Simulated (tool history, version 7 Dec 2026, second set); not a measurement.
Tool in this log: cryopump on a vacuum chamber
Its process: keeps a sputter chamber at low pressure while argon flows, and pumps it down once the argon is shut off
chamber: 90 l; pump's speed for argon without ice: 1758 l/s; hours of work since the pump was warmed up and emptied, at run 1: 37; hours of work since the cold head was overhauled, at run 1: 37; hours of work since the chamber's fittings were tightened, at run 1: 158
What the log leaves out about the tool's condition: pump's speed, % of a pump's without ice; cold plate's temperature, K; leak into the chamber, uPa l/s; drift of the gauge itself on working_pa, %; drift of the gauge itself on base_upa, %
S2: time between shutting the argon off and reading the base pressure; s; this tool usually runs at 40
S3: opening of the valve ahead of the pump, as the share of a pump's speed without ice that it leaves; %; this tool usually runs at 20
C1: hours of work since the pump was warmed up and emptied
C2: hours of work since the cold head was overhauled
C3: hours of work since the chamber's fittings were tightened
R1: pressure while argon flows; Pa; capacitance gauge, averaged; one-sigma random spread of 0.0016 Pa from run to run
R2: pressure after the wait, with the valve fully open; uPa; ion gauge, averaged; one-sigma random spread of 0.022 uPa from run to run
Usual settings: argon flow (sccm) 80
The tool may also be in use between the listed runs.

{"run": 1, "hour": 0.0, "argon flow (sccm)": 80, "S2": 40, "S3": 20, "C1": 37, "C2": 37, "C3": 158, "R1": 0.3855, "R2": 1.04}
{"run": 2, "hour": 43.2, "argon flow (sccm)": 80, "S2": 40, "S3": 20, "C1": 67, "C2": 67, "C3": 188, "R1": 0.3882, "R2": 1.05}
{"run": 3, "hour": 79.2, "argon flow (sccm)": 80, "S2": 40, "S3": 20, "C1": 92, "C2": 92, "C3": 213, "R1": 0.387, "R2": 1.09}
{"run": 4, "hour": 118.7, "argon flow (sccm)": 80, "S2": 40, "S3": 20, "C1": 120, "C2": 120, "C3": 241, "R1": 0.3891, "R2": 1.12}
{"run": 5, "hour": 167.5, "argon flow (sccm)": 80, "S2": 40, "S3": 59, "C1": 154, "C2": 154, "C3": 275, "R1": 0.1352, "R2": 1.27}
{"run": 6, "hour": 189.2, "argon flow (sccm)": 80, "S2": 40, "S3": 59, "C1": 170, "C2": 170, "C3": 291, "R1": 0.1361, "R2": 1.19}
{"run": 7, "hour": 226.8, "argon flow (sccm)": 80, "S2": 40, "S3": 59, "C1": 196, "C2": 196, "C3": 317, "R1": 0.1371, "R2": 1.3}
{"run": 8, "hour": 251.6, "argon flow (sccm)": 80, "S2": 40, "S3": 59, "C1": 213, "C2": 213, "C3": 334, "R1": 0.1381, "R2": 1.34}
{"run": 9, "hour": 280.3, "argon flow (sccm)": 80, "S2": 40, "S3": 59, "C1": 233, "C2": 233, "C3": 354, "R1": 0.1399, "R2": 1.37}
{"run": 10, "hour": 322.9, "argon flow (sccm)": 80, "S2": 40, "S3": 59, "C1": 263, "C2": 263, "C3": 384, "R1": 0.1402, "R2": 1.44}
{"run": 11, "hour": 359.9, "argon flow (sccm)": 80, "S2": 40, "S3": 20, "C1": 289, "C2": 289, "C3": 410, "R1": 0.3934, "R2": 1.49}
{"run": 12, "hour": 397.1, "argon flow (sccm)": 80, "S2": 30, "S3": 20, "C1": 315, "C2": 315, "C3": 436, "R1": 0.398, "R2": 1.73}
{"run": 13, "hour": 443.7, "argon flow (sccm)": 80, "S2": 30, "S3": 20, "C1": 348, "C2": 348, "C3": 469, "R1": 0.3992, "R2": 1.79}
{"run": 14, "hour": 489.2, "argon flow (sccm)": 41, "S2": 40, "S3": 20, "C1": 380, "C2": 380, "C3": 501, "R1": 0.2053, "R2": 1.71}
{"run": 15, "hour": 537.5, "argon flow (sccm)": 80, "S2": 40, "S3": 20, "C1": 414, "C2": 414, "C3": 535, "R1": 0.4027, "R2": 1.81}
{"run": 16, "hour": 586.4, "argon flow (sccm)": 61, "S2": 223, "S3": 20, "C1": 448, "C2": 448, "C3": 569, "R1": 0.3077, "R2": 1.47}
{"run": 17, "hour": 634.0, "argon flow (sccm)": 45, "S2": 237, "S3": 20, "C1": 481, "C2": 481, "C3": 602, "R1": 0.2269, "R2": 1.62}
{"run": 18, "hour": 674.0, "argon flow (sccm)": 98, "S2": 40, "S3": 31, "C1": 509, "C2": 509, "C3": 630, "R1": 0.3317, "R2": 2.02}
{"run": 19, "hour": 699.0, "argon flow (sccm)": 98, "S2": 40, "S3": 35, "C1": 527, "C2": 527, "C3": 648, "R1": 0.2965, "R2": 2.16}
{"hour": 750.8, "done": "pump warmed up, emptied and cooled again"}
{"run": 20, "hour": 750.8, "argon flow (sccm)": 51, "S2": 46, "S3": 24, "C1": 0, "C2": 560, "C3": 681, "R1": 0.2047, "R2": 1.77}
{"run": 21, "hour": 771.6, "argon flow (sccm)": 51, "S2": 46, "S3": 24, "C1": 15, "C2": 574, "C3": 695, "R1": 0.205, "R2": 1.78}
{"run": 22, "hour": 812.9, "argon flow (sccm)": 51, "S2": 46, "S3": 24, "C1": 44, "C2": 603, "C3": 724, "R1": 0.2058, "R2": 1.87}
{"run": 23, "hour": 834.6, "argon flow (sccm)": 94, "S2": 223, "S3": 24, "C1": 59, "C2": 619, "C3": 740, "R1": 0.3792, "R2": 1.58}
{"run": 24, "hour": 858.4, "argon flow (sccm)": 80, "S2": 59, "S3": 20, "C1": 75, "C2": 635, "C3": 756, "R1": 0.3878, "R2": 1.86}
{"run": 25, "hour": 897.2, "argon flow (sccm)": 70, "S2": 36, "S3": 58, "C1": 103, "C2": 662, "C3": 783, "R1": 0.1192, "R2": 2.07}

What will run 26 give?
{"run": 26, "hour": 936.1, "argon flow (sccm)": 70, "S2": 36, "S3": 17, "C1": 130, "C2": 690, "C3": 811, "R1": "?", "R2": "?"}

{"run 26": {"R1": 0.3987, "R2": 2.15}}
Take away the tool's hidden state, keep the run-to-run variation as it was, and the same run would have given R1 0.3941 Pa, R2 0.72 uPa.
